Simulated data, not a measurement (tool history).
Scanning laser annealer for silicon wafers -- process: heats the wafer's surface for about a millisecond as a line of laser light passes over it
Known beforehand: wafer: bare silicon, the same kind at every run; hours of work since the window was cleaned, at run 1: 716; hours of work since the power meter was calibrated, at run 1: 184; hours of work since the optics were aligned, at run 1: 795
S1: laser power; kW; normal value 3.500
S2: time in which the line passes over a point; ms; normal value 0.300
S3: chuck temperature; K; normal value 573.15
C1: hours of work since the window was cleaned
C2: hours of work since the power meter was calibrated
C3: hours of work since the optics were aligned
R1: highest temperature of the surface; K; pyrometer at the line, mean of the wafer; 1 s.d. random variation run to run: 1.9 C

run   hour     S1     S2      S3   C1   C2   C3       R1
  1    0.0  3.500  0.300  573.15  716  184  795  1361.15
  2   15.2  3.500  0.300  573.15  728  195  807  1361.15
  3   23.6  3.500  0.300  573.15  734  201  813  1359.15
  4   31.9  3.500  0.299  573.15  740  207  819  1360.15
  5   43.6  3.500  0.300  573.15  749  216  828  1359.15
  6   51.8  3.500  0.300  573.15  755  222  834  1361.15
  7   64.5  3.500  0.275  573.15  764  231  843  1327.15
  8   77.2  3.500  0.379  573.15  773  241  852  1454.15
  9   90.1  3.500  0.264  573.15  783  250  862  1310.15
 10  101.7  3.500  0.300  546.15  791  259  870  1332.15
 11  117.0  3.816  0.300  573.15  803  270  882  1440.15
 12  125.4  3.500  0.300  573.15  809  276  888  1359.15
 13  140.0  3.500  0.300  573.15  819  287  898  1357.15
 14  160.0  3.500  0.300  573.15  834  301  913  1354.15
     171.6  -- window over the wafer cleaned
 15  176.3  3.500  0.300  573.15    3  312  924  1385.15
 16  187.6  3.420  0.300  573.15   12  320  932  1361.15
 17  200.8  3.420  0.300  573.15   21  330  942  1359.15
 18  215.8  3.420  0.300  550.15   33  341  953  1334.15
 19  228.6  3.500  0.300  573.15   42  350  962  1381.15
 20  239.6  3.500  0.300  573.15   50  359  970  1379.15
 21  251.5  3.500  0.300  573.15   59  367  979  1379.15
 22  266.1  3.500  0.300  605.15   70  378  990  1409.15
     272.9  -- optics aligned, line set to its width
 23  288.4  3.500  0.300  605.15   82  391   11  1402.15
 24  306.0  3.577  0.236  577.15   95  404   24  1304.15
 25  322.3  3.222  0.237  581.15  107  416   36  1221.15
 26  341.5  3.222  0.237  581.15  121  430   50  1225.15
 27  358.0  3.222  0.237  581.15  133  442   63  1225.15
 28  370.2  3.202  0.236  581.15  142  451   72  1222.15
     380.0  -- optics aligned, line set to its width, once more
 29  392.5  3.388  0.271  536.15  155  464    9  1282.15
 30  401.6  3.586  0.273  594.15  162  470   16  1390.15
 31  410.7  3.402  0.212  556.15  169  477   23  1220.15
 32  427.1  3.131  0.333  556.15  181  489   35  1307.15
 33  441.4  3.039  0.300  586.15  191  500   45  1276.15
 34  459.6  3.350  0.237  566.15  204  513   59  1250.15
 35  470.3  3.350  0.237  566.15  212  521   66  1252.15
 36  482.4  3.350  0.237  566.15  221  530   75  1250.15
 37  494.1  3.350  0.237  566.15  230  538   84  1254.15
 38  506.3  3.079  0.300  560.15  239  547   93  1257.15
 39  514.5  3.749  0.320  560.15  245  553   99  1463.15
 40  524.3  3.500  0.300  573.15  252  561  106  1384.15
 41  542.6  3.842  0.300  550.15  266  574  120  1451.15

Predict each of these 4 candidate next runs independently; none follows another, all start after run 41:
  A  560.2  3.807  0.250  544.15  279  587  133   ?
  B  560.2  3.842  0.255  550.15  279  587  133   ?
  C  560.2  3.231  0.300  573.15  279  587  133   ?
  D  560.2  3.500  0.300  542.15  279  587  133   ?

run       R1
  A  1356.15
  B  1377.15
  C  1309.15
  D  1348.15
With the hidden condition removed and each run's random variation left untouched, the same runs would have given:
run       R1
  A  1377.15
  B  1399.15
  C  1327.15
  D  1369.15

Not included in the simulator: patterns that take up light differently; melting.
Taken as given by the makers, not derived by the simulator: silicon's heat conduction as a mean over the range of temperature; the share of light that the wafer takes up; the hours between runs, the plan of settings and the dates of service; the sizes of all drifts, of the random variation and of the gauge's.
